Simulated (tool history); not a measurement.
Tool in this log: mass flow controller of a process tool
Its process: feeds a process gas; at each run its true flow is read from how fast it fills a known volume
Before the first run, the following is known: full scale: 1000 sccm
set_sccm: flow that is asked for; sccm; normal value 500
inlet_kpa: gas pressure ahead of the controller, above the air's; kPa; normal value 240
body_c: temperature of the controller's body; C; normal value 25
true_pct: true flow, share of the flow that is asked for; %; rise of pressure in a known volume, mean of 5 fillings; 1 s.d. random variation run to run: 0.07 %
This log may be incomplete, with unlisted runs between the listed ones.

run,hour,set_sccm,inlet_kpa,body_c,true_pct
1,0.0,500,240,25,102.94
# hour 254.7: controller's zero set anew
2,266.9,500,240,25,103.84
3,542.6,500,240,25,103.82
# hour 1000.6: controller's zero set anew, once more
4,1013.8,500,240,25,100.94
5,1443.1,500,240,25,101.10
6,1731.1,500,240,25,101.30
7,2141.3,500,240,25,101.29
8,2484.1,500,240,25,101.57
9,2754.2,500,240,25,101.67
10,3131.2,500,240,25,101.90
11,3478.5,500,240,25,102.08
12,3745.2,500,240,25,102.16
13,4031.3,500,240,30,102.56
14,4448.4,500,240,30,102.80
15,4758.3,500,205,35,103.31
16,5091.8,500,205,35,103.48
17,5391.9,259,153,40,104.67

Predict the results of run 18:
18,5650.6,259,189,35,?

{"run 18": {"true_pct": 104.4}}
With the hidden condition absent and the run-to-run variation left alone, this run would have shown true_pct 98.89 %.

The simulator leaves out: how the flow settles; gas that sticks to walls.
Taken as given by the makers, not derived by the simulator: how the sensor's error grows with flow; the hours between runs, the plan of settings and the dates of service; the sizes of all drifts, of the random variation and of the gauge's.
